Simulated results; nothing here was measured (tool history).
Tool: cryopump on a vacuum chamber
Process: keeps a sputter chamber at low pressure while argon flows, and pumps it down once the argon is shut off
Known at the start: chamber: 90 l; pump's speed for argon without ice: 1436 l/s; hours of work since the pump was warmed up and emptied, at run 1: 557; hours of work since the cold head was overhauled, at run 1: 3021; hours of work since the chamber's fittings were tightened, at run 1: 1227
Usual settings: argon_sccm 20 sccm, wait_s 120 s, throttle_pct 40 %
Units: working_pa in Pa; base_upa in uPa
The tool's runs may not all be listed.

run,day,argon_sccm,wait_s,throttle_pct,hours of work since the pump was warmed up and emptied,hours of work since the cold head was overhauled,hours of work since the chamber's fittings were tightened,working_pa,base_upa
1,0,20,120,40,557,3021,1227,0.0654,1.63
2,2.633,37,120,40,597,3061,1267,0.1226,1.69
3,5.696,37,120,40,643,3107,1314,0.1229,1.8
4,7.967,37,120,40,678,3141,1348,0.1246,1.88
5,12.275,37,120,40,743,3207,1413,0.1259,1.91
# day 13.5: pump warmed up, emptied and cooled again
6,17.592,37,120,40,62,3284,1491,0.112,1.6
7,22.058,20,36,40,130,3352,1558,0.0611,2.75
8,25.238,20,36,40,178,3400,1607,0.0619,2.84
9,28.688,10,36,40,230,3452,1659,0.0319,2.84
10,32.183,10,36,40,283,3505,1712,0.0316,2.97
11,35.429,20,120,40,332,3554,1761,0.0632,1.93
12,38.788,20,120,40,383,3605,1812,0.0639,2
13,41.771,20,30,40,428,3650,1857,0.064,3.44
14,44.9,20,30,40,476,3698,1904,0.0636,3.57
15,49.833,20,30,40,550,3773,1979,0.0643,3.61
16,53.271,11,120,28,603,3825,2031,0.0505,2.29
17,56.179,11,120,28,647,3869,2075,0.051,2.41
18,59.821,20,134,40,702,3924,2131,0.0679,2.36
# day 63.742: pump warmed up, emptied and cooled again
19,64.75,17,33,47,15,3995,2202,0.0433,3.35
20,68.883,10,120,44,78,4058,2265,0.0273,2.11
21,71.983,40,46,22,125,4105,2312,0.216,2.94
22,74.354,13,29,18,161,4141,2348,0.0873,3.67
23,78.021,13,29,18,216,4196,2403,0.087,3.76
24,81.021,13,29,18,262,4242,2449,0.0867,3.76
25,84.612,13,82,47,316,4296,2503,0.0356,2.62
26,87.271,13,82,47,357,4337,2543,0.0353,2.72
27,92.142,26,201,40,430,4410,2617,0.0832,2.32

Forecast each of these 5 alternatives for the next run:
A,95.933,20,199,40,488,4468,2674,?,?
B,95.933,8,120,49,488,4468,2674,?,?
C,95.933,14,87,45,488,4468,2674,?,?
D,95.933,26,201,24,488,4468,2674,?,?
E,95.933,9,201,40,488,4468,2674,?,?

run,working_pa,base_upa
A,0.0639,2.5
B,0.0213,2.63
C,0.0396,2.79
D,0.1352,2.43
E,0.0288,2.39
Without the tool's hidden state the same runs would have given:
run,working_pa,base_upa
A,0.0586,0.52
B,0.0192,0.66
C,0.0358,0.85
D,0.1282,0.48
E,0.0264,0.45
